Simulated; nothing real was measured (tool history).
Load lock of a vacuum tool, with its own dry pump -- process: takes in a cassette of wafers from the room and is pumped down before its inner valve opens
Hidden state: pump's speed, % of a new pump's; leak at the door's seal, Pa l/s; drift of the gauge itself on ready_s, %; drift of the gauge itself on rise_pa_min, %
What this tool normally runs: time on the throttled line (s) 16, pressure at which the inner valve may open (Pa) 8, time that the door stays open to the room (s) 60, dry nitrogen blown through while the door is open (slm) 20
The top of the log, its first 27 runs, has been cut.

run,hour,time on the throttled line (s),pressure at which the inner valve may open (Pa),time that the door stays open to the room (s),dry nitrogen blown through while the door is open (slm),hours that the pump has run since its overhaul,times that the door has closed on its seal,"incoming humidity of the room's air, %",time from the closed door until the inner valve may open (s),rise of the pressure with all valves shut (Pa/min)
28,13127.4,16,8,76,7,932,4639,48,26.5,0.107
29,13574.5,16,8,76,7,1379,5658,43.1,26.4,0.117
30,13877.9,15,8,60,20,1682,6350,43.2,25.3,0.115
31,14478,16,8,157,20,2283,7718,43.5,26.5,0.163
32,15059.9,8,8,157,20,2864,9044,42.7,19.7,0.186
33,15568.4,8,8,157,20,3373,10203,46.3,19.8,0.21
34,16138.8,16,10,40,40,3943,11504,46.3,26.7,0.212
35,16647,16,10,40,40,4451,12662,47.6,26.2,0.245
36,17071.4,10,8,40,40,4876,13629,46.8,21.7,0.25
37,17461.4,15,7,45,5,5266,14518,42.8,26.4,0.292
38,18012.1,15,7,45,4,5817,15774,46.1,26.3,0.339

Here are 3 independent what-if runs from the current tool condition. What would each one return?
A,18443.6,15,16,42,9,6248,16757,43.2,?,?
B,18443.6,15,7,88,28,6248,16757,41.7,?,?
C,18443.6,15,12,45,4,6248,16757,48.2,?,?

run,time from the closed door until the inner valve may open (s),rise of the pressure with all valves shut (Pa/min)
A,25.1,0.363
B,26.2,0.355
C,25.3,0.368
What these runs would have given with no unlogged condition in the tool:
run,time from the closed door until the inner valve may open (s),rise of the pressure with all valves shut (Pa/min)
A,24.4,0.046
B,25.5,0.04
C,24.6,0.051
